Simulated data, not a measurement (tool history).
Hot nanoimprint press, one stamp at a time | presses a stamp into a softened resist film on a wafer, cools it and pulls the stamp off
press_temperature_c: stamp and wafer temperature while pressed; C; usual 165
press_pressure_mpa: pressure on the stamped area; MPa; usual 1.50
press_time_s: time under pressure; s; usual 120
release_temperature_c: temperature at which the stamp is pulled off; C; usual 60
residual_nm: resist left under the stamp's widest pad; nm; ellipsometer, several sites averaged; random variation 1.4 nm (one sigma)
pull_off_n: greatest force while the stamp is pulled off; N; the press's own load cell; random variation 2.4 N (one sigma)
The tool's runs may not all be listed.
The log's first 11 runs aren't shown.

run   hour  press_temperature_c  press_pressure_mpa  press_time_s  release_temperature_c  hours of work since the thermocouple was calibrated  imprints on the stamp's release coat  hours of work since the press's seals were changed  residual_nm  pull_off_n
 12  194.3                  165                1.50           199                     60                                                  451                                   711                                                 192        230.4         128
 13  218.3                  165                1.35           199                     60                                                  466                                   768                                                 208        243.4         125
 14  230.6                  164                1.50           120                     60                                                  474                                   797                                                 215        284.4         129
 15  247.6                  164                1.50           120                     60                                                  485                                   837                                                 226        284.6         124
 16  264.3                  165                0.96           135                     60                                                  496                                   876                                                 237        313.7         127
 17  281.7                  154                2.19           151                     51                                                  507                                   917                                                 248        337.8         142
 18  303.2                  165                1.30           120                     60                                                  520                                   967                                                 262        290.5         132
     310.8  -- plate thermocouple calibrated
 19  329.3                  157                0.92           120                     60                                                   12                                  1022                                                 276        407.6         136
 20  346.8                  158                2.22           107                     48                                                   23                                  1063                                                 287        308.4         146
 21  359.2                  166                1.15           139                     60                                                   31                                  1092                                                 295        271.2         132
 22  382.5                  158                1.15           139                     67                                                   46                                  1147                                                 310        362.3         131
 23  398.4                  161                1.08           120                     60                                                   56                                  1184                                                 320        346.3         138
     417.4  -- plate thermocouple calibrated, once more
 24  420.0                  158                1.50            84                     60                                                    2                                  1228                                                 332        401.2         137
 25  442.9                  165                1.50           162                     68                                                   16                                  1282                                                 347        262.5         131
 26  466.0                  161                1.50            63                     60                                                   31                                  1336                                                 361        390.1         142
 27  485.1                  165                1.50           119                     52                                                   43                                  1381                                                 374        287.9         149
 28  509.6                  165                1.10           108                     65                                                   59                                  1439                                                 389        333.5         136
 29  534.6                  165                1.10           108                     65                                                   75                                  1497                                                 405        334.9         142
 30  556.9                  176                1.10           108                     51                                                   89                                  1550                                                 419        222.2         153

3 ways to go on from here, each from the tool as it stands after run 30. What would each give?
  A  575.8                  168                1.50           224                     50                                                  101                                  1594                                                 431            ?           ?
  B  575.8                  165                1.51            79                     58                                                  101                                  1594                                                 431            ?           ?
  C  575.8                  165                1.50            85                     62                                                  101                                  1594                                                 431            ?           ?

run  residual_nm  pull_off_n
  A        201.6         166
  B        322.8         156
  C        317.6         144
Without the tool's hidden state the same runs would have given:
run  residual_nm  pull_off_n
  A        202.8         119
  B        324.2         111
  C        319.0         104
